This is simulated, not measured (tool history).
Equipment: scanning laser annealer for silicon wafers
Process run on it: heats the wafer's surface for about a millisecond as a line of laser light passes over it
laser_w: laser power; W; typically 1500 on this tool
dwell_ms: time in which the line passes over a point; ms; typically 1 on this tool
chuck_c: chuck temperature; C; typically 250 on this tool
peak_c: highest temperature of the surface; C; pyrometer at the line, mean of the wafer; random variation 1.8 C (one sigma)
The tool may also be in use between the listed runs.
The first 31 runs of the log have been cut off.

{"run": 32, "hour": 599.8, "laser_w": 1444, "dwell_ms": 0.77, "chuck_c": 250, "peak_c": 854}
{"run": 33, "hour": 614.4, "laser_w": 1542, "dwell_ms": 0.91, "chuck_c": 227, "peak_c": 942}
{"run": 34, "hour": 639.6, "laser_w": 1542, "dwell_ms": 0.91, "chuck_c": 227, "peak_c": 944}
{"run": 35, "hour": 661.5, "laser_w": 1500, "dwell_ms": 0.84, "chuck_c": 250, "peak_c": 909}
{"run": 36, "hour": 686.8, "laser_w": 1500, "dwell_ms": 0.84, "chuck_c": 250, "peak_c": 909}
{"run": 37, "hour": 698.1, "laser_w": 1500, "dwell_ms": 0.84, "chuck_c": 256, "peak_c": 912}
{"run": 38, "hour": 724.7, "laser_w": 1500, "dwell_ms": 0.84, "chuck_c": 256, "peak_c": 913}
{"run": 39, "hour": 740.6, "laser_w": 1500, "dwell_ms": 0.84, "chuck_c": 256, "peak_c": 914}
{"run": 40, "hour": 761.0, "laser_w": 1500, "dwell_ms": 0.99, "chuck_c": 277, "peak_c": 993}

Branching from run 40: 4 alternative next runs. What would each branch give?
{"run": "A", "hour": 775.3, "laser_w": 1500, "dwell_ms": 1, "chuck_c": 289, "peak_c": "?"}
{"run": "B", "hour": 775.3, "laser_w": 1308, "dwell_ms": 1.15, "chuck_c": 278, "peak_c": "?"}
{"run": "C", "hour": 775.3, "laser_w": 1353, "dwell_ms": 0.72, "chuck_c": 250, "peak_c": "?"}
{"run": "D", "hour": 775.3, "laser_w": 1618, "dwell_ms": 0.88, "chuck_c": 243, "peak_c": "?"}

run=A peak_c=1002
run=B peak_c=916
run=C peak_c=780
run=D peak_c=983
Without the tool's hidden state the same runs would have given:
run=A peak_c=1037
run=B peak_c=947
run=C peak_c=805
run=D peak_c=1019

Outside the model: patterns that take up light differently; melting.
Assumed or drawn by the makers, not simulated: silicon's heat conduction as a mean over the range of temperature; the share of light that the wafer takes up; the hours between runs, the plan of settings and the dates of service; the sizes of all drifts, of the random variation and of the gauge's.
